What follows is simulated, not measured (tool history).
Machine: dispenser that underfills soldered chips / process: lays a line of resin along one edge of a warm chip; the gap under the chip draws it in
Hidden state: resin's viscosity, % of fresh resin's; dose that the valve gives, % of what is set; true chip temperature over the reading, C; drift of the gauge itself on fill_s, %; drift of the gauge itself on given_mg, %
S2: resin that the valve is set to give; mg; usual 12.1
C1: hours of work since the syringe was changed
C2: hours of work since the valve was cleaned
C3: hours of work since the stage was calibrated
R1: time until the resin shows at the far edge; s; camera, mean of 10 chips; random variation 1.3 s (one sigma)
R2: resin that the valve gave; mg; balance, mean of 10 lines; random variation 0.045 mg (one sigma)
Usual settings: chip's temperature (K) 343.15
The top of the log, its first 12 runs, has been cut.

{"run": 13, "day": 2.408, "chip's temperature (K)": 355.15, "S2": 12.1, "C1": 6, "C2": 31, "C3": 196, "R1": 124.5, "R2": 11.73}
{"day": 2.442, "done": "new syringe of resin"}
{"run": 14, "day": 2.65, "chip's temperature (K)": 352.15, "S2": 12.1, "C1": 4, "C2": 35, "C3": 200, "R1": 118.9, "R2": 11.62}
{"day": 2.833, "done": "new syringe of resin"}
{"run": 15, "day": 2.854, "chip's temperature (K)": 352.15, "S2": 12.1, "C1": 0, "C2": 38, "C3": 204, "R1": 95.1, "R2": 11.69}
{"run": 16, "day": 3.004, "chip's temperature (K)": 352.15, "S2": 12.1, "C1": 3, "C2": 41, "C3": 206, "R1": 111.9, "R2": 11.62}
{"day": 3.208, "done": "new syringe of resin"}
{"run": 17, "day": 3.208, "chip's temperature (K)": 352.15, "S2": 12.1, "C1": 0, "C2": 44, "C3": 210, "R1": 93.7, "R2": 11.73}
{"run": 18, "day": 3.417, "chip's temperature (K)": 358.15, "S2": 12.1, "C1": 4, "C2": 48, "C3": 213, "R1": 95.9, "R2": 11.52}
{"day": 3.583, "done": "new syringe of resin"}
{"run": 19, "day": 3.583, "chip's temperature (K)": 344.15, "S2": 11.2, "C1": 0, "C2": 51, "C3": 216, "R1": 130.3, "R2": 10.74}
{"run": 20, "day": 3.838, "chip's temperature (K)": 355.15, "S2": 15.6, "C1": 5, "C2": 55, "C3": 221, "R1": 110.3, "R2": 14.86}
{"day": 3.962, "done": "new syringe of resin"}
{"run": 21, "day": 4.071, "chip's temperature (K)": 346.15, "S2": 14.9, "C1": 2, "C2": 59, "C3": 225, "R1": 127.1, "R2": 14.23}
{"run": 22, "day": 4.321, "chip's temperature (K)": 352.15, "S2": 11.7, "C1": 6, "C2": 64, "C3": 229, "R1": 143.2, "R2": 11.1}
{"day": 4.358, "done": "new syringe of resin"}
{"run": 23, "day": 4.558, "chip's temperature (K)": 352.15, "S2": 11.7, "C1": 4, "C2": 68, "C3": 233, "R1": 121, "R2": 10.99}
{"day": 4.733, "done": "new syringe of resin"}
{"run": 24, "day": 4.804, "chip's temperature (K)": 352.15, "S2": 11.7, "C1": 1, "C2": 72, "C3": 237, "R1": 103.5, "R2": 10.98}
{"run": 25, "day": 4.933, "chip's temperature (K)": 357.15, "S2": 11.8, "C1": 4, "C2": 74, "C3": 240, "R1": 99.5, "R2": 11.07}
{"run": 26, "day": 5.058, "chip's temperature (K)": 341.15, "S2": 14.8, "C1": 6, "C2": 76, "C3": 242, "R1": 200.8, "R2": 13.81}
{"day": 5.117, "done": "new syringe of resin"}
{"run": 27, "day": 5.296, "chip's temperature (K)": 341.15, "S2": 10.8, "C1": 3, "C2": 81, "C3": 246, "R1": 179.7, "R2": 9.98}
{"day": 5.508, "done": "new syringe of resin"}
{"run": 28, "day": 5.529, "chip's temperature (K)": 331.15, "S2": 12.1, "C1": 0, "C2": 84, "C3": 250, "R1": 215.4, "R2": 11.13}
{"run": 29, "day": 5.667, "chip's temperature (K)": 331.15, "S2": 12.1, "C1": 3, "C2": 87, "C3": 252, "R1": 255.4, "R2": 11.22}
{"day": 5.888, "done": "new syringe of resin"}
{"run": 30, "day": 5.888, "chip's temperature (K)": 334.15, "S2": 11.7, "C1": 0, "C2": 91, "C3": 256, "R1": 188.1, "R2": 10.75}
{"day": 5.992, "done": "dispensing valve cleaned and set on the balance"}
{"run": 31, "day": 6.096, "chip's temperature (K)": 353.15, "S2": 11.1, "C1": 3, "C2": 2, "C3": 259, "R1": 110.9, "R2": 11.19}
{"day": 6.304, "done": "new syringe of resin"}
{"run": 32, "day": 6.35, "chip's temperature (K)": 340.15, "S2": 10.7, "C1": 1, "C2": 6, "C3": 263, "R1": 157.8, "R2": 10.55}
{"run": 33, "day": 6.567, "chip's temperature (K)": 340.15, "S2": 10.7, "C1": 5, "C2": 10, "C3": 267, "R1": 202.2, "R2": 10.62}
{"day": 6.692, "done": "new syringe of resin"}
{"run": 34, "day": 6.696, "chip's temperature (K)": 338.15, "S2": 15, "C1": 0, "C2": 12, "C3": 269, "R1": 152.2, "R2": 14.74}
{"run": 35, "day": 6.925, "chip's temperature (K)": 338.15, "S2": 15, "C1": 4, "C2": 16, "C3": 273, "R1": 200, "R2": 14.83}

Branching from run 35: 4 alternative next runs. What would each branch give?
{"day": 7.075, "done": "new syringe of resin"}
{"run": "A", "day": 7.104, "chip's temperature (K)": 352.15, "S2": 12.8, "C1": 0, "C2": 19, "C3": 276, "R1": "?", "R2": "?"}
{"day": 7.075, "done": "new syringe of resin"}
{"run": "B", "day": 7.104, "chip's temperature (K)": 330.15, "S2": 15.5, "C1": 0, "C2": 19, "C3": 276, "R1": "?", "R2": "?"}
{"day": 7.075, "done": "new syringe of resin"}
{"run": "C", "day": 7.104, "chip's temperature (K)": 354.15, "S2": 12.1, "C1": 0, "C2": 19, "C3": 276, "R1": "?", "R2": "?"}
{"day": 7.075, "done": "new syringe of resin"}
{"run": "D", "day": 7.104, "chip's temperature (K)": 343.15, "S2": 12.4, "C1": 0, "C2": 19, "C3": 276, "R1": "?", "R2": "?"}

run=A R1=96.7 R2=12.63
run=B R1=217.7 R2=15.25
run=C R1=90.8 R2=11.87
run=D R1=132.4 R2=12.21
Stripped of hidden state, with their random variation kept, the same runs would have yielded:
run=A R1=89.2 R2=12.84
run=B R1=199.9 R2=15.51
run=C R1=83.8 R2=12.07
run=D R1=121.8 R2=12.42
